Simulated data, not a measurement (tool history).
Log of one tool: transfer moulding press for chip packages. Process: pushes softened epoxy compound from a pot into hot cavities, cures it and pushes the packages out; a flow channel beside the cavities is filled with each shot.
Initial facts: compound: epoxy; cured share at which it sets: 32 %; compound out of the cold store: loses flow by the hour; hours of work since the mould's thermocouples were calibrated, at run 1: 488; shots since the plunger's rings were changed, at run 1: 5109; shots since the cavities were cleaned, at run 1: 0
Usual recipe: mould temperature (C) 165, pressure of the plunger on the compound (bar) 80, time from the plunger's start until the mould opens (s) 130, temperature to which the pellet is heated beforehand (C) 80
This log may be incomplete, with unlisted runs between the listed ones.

run,hour,mould temperature (C),pressure of the plunger on the compound (bar),time from the plunger's start until the mould opens (s),temperature to which the pellet is heated beforehand (C),hours of work since the mould's thermocouples were calibrated,shots since the plunger's rings were changed,shots since the cavities were cleaned,incoming compound's hours out of the cold store,length that the compound runs in the flow channel (mm),greatest force on the pins that push the packages out (N)
1,0,165,80,130,80,488,5109,0,35.3,581,493
# hour 81.9: cavities cleaned with cleaning compound and waxed
2,81.9,165,80,130,80,549,6029,0,30.1,606,494
# hour 98.2: plunger's sealing rings changed
# hour 134.9: mould's thermocouples calibrated
3,142.6,165,80,130,80,6,485,644,45.9,551,483
# hour 168.5: cavities cleaned with cleaning compound and waxed
4,229.8,165,80,130,80,71,1467,702,14,640,513
# hour 248.7: cavities cleaned with cleaning compound and waxed
5,297,165,80,130,80,121,2219,553,32.8,590,515
# hour 331.7: cavities cleaned with cleaning compound and waxed
6,384.1,165,80,130,83,186,3199,599,45,568,493
# hour 415.8: cavities cleaned with cleaning compound and waxed
7,441.3,165,80,130,83,228,3838,292,21,632,497
# hour 497.1: cavities cleaned with cleaning compound and waxed
8,531,165,80,130,80,295,4848,389,45.6,560,498
# hour 578.6: cavities cleaned with cleaning compound and waxed
9,605.6,165,80,130,80,351,5685,309,37.3,572,504
# hour 649.4: plunger's sealing rings changed
10,655.1,165,80,130,80,387,66,847,28.5,597,501
# hour 662.5: cavities cleaned with cleaning compound and waxed
11,739.9,165,80,130,80,450,1020,887,25.3,617,506
# hour 745.8: cavities cleaned with cleaning compound and waxed
12,781.7,165,80,130,76,481,1481,411,36,585,505

Expected results for the next run?
# hour 825.9: cavities cleaned with cleaning compound and waxed
13,834.5,165,80,130,76,520,2069,99,20.8,?,?

length that the compound runs in the flow channel (mm): 622
greatest force on the pins that push the packages out (N): 512
Had the tool carried no hidden state, the very same run would have given length that the compound runs in the flow channel (mm) 622, greatest force on the pins that push the packages out (N) 511.

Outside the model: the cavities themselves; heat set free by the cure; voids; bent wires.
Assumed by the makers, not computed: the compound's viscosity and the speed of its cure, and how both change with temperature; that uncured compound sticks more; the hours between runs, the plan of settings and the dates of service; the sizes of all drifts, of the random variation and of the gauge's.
